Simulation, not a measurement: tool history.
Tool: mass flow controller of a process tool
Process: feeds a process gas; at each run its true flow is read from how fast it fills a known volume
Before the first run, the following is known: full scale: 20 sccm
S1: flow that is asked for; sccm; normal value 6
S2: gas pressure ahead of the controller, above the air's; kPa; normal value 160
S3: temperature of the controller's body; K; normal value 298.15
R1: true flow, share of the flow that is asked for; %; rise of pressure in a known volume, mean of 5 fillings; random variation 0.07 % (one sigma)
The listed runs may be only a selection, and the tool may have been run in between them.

{"run": 1, "day": 0.0, "S1": 6, "S2": 160, "S3": 298.15, "R1": 98.44}
{"run": 2, "day": 3.779, "S1": 6, "S2": 160, "S3": 298.15, "R1": 98.34}
{"run": 3, "day": 8.842, "S1": 6, "S2": 160, "S3": 298.15, "R1": 98.2}
{"run": 4, "day": 14.954, "S1": 11, "S2": 160, "S3": 298.15, "R1": 98.62}
{"run": 5, "day": 18.55, "S1": 11, "S2": 160, "S3": 298.15, "R1": 98.59}
{"run": 6, "day": 22.371, "S1": 11, "S2": 160, "S3": 298.15, "R1": 98.52}
{"run": 7, "day": 26.233, "S1": 11, "S2": 160, "S3": 298.15, "R1": 98.57}
{"run": 8, "day": 34.121, "S1": 11, "S2": 160, "S3": 298.15, "R1": 98.24}
{"run": 9, "day": 41.604, "S1": 6, "S2": 172, "S3": 298.15, "R1": 97.85}
{"run": 10, "day": 45.112, "S1": 6, "S2": 172, "S3": 298.15, "R1": 97.68}
{"run": 11, "day": 52.283, "S1": 6, "S2": 160, "S3": 298.15, "R1": 97.63}
{"run": 12, "day": 60.467, "S1": 6, "S2": 160, "S3": 298.15, "R1": 97.45}
{"run": 13, "day": 65.092, "S1": 6, "S2": 160, "S3": 298.15, "R1": 97.24}
{"run": 14, "day": 69.446, "S1": 6, "S2": 160, "S3": 298.15, "R1": 97.24}
{"run": 15, "day": 73.567, "S1": 6, "S2": 160, "S3": 298.15, "R1": 97.27}
{"run": 16, "day": 79.029, "S1": 6, "S2": 160, "S3": 298.15, "R1": 97.11}
{"run": 17, "day": 82.454, "S1": 7, "S2": 160, "S3": 298.15, "R1": 97.14}
{"run": 18, "day": 88.104, "S1": 6, "S2": 264, "S3": 300.15, "R1": 97.29}
{"run": 19, "day": 93.196, "S1": 6, "S2": 264, "S3": 300.15, "R1": 97.28}
{"run": 20, "day": 101.592, "S1": 9, "S2": 142, "S3": 304.15, "R1": 96.52}
{"run": 21, "day": 106.196, "S1": 5, "S2": 267, "S3": 298.15, "R1": 97.13}
{"run": 22, "day": 114.704, "S1": 5, "S2": 267, "S3": 299.15, "R1": 96.98}

Run 23, settings as shown, results not yet in. Your forecast:
{"run": 23, "day": 119.867, "S1": 5, "S2": 267, "S3": 299.15, "R1": "?"}

R1: 96.7 %
Had the tool carried no hidden state, the very same run would have given R1 98.69 %.

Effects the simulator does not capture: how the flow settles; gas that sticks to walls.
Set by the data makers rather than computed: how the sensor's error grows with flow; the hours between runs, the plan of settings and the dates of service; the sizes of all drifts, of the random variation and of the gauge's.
